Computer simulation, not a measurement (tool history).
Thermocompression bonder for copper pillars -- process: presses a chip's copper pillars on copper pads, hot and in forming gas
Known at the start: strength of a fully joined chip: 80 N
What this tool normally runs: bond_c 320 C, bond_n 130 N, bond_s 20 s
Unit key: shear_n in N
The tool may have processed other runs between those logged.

run    day  bond_c  bond_n  bond_s  shear_n
  1  0.000     320     130      20     33.2
  2  0.396     320     130      20     33.5
  3  0.629     320     130      20     34.4
  4  1.017     320     130      20     33.9
  5  1.292     320     130      20     33.4
  6  1.608     320     130      20     33.8
  7  1.804     320     130      20     33.4
  8  2.162     320     130      20     34.2
  9  2.358     320     130      20     33.9
 10  2.804     320     130      20     34.6
 11  3.192     320     130      20     34.5
 12  3.558     320     130      20     34.1
 13  3.846     320     130      20     34.1
 14  4.158     337     130      20     38.6
 15  4.571     335     130      20     37.3
     4.717  -- forming gas filter changed
 16  4.929     335     107      19     30.4
 17  5.229     335     107      19     31.0
 18  5.650     320     130      14     30.1
 19  5.971     291      90      46     24.5
 20  6.350     291      90      45     25.6
 21  6.629     317     188      16     45.3
 22  7.092     317     188      16     44.7
 23  7.367     295     109      19     23.0
 24  7.592     295     109      19     23.1
 25  7.858     320     110      13     25.2
 26  8.050     320     110      13     25.3
 27  8.500     342     182      41     65.4
 28  8.854     320      81      53     31.4
 29  9.192     311      96      58     36.5
 30  9.554     311     141      32     42.3

Below are 4 alternative next runs, each starting from the tool's condition after run 30. Predict each:
  A  9.875     331     130      34        ?
  B  9.875     297     177      44        ?
  C  9.875     311     189      32        ?
  D  9.875     295     141      32        ?

run  shear_n
  A     46.6
  B     51.4
  C     53.9
  D     38.3
What these runs would have given with no unlogged condition in the tool:
run  shear_n
  A     42.3
  B     46.6
  C     49.3
  D     33.8

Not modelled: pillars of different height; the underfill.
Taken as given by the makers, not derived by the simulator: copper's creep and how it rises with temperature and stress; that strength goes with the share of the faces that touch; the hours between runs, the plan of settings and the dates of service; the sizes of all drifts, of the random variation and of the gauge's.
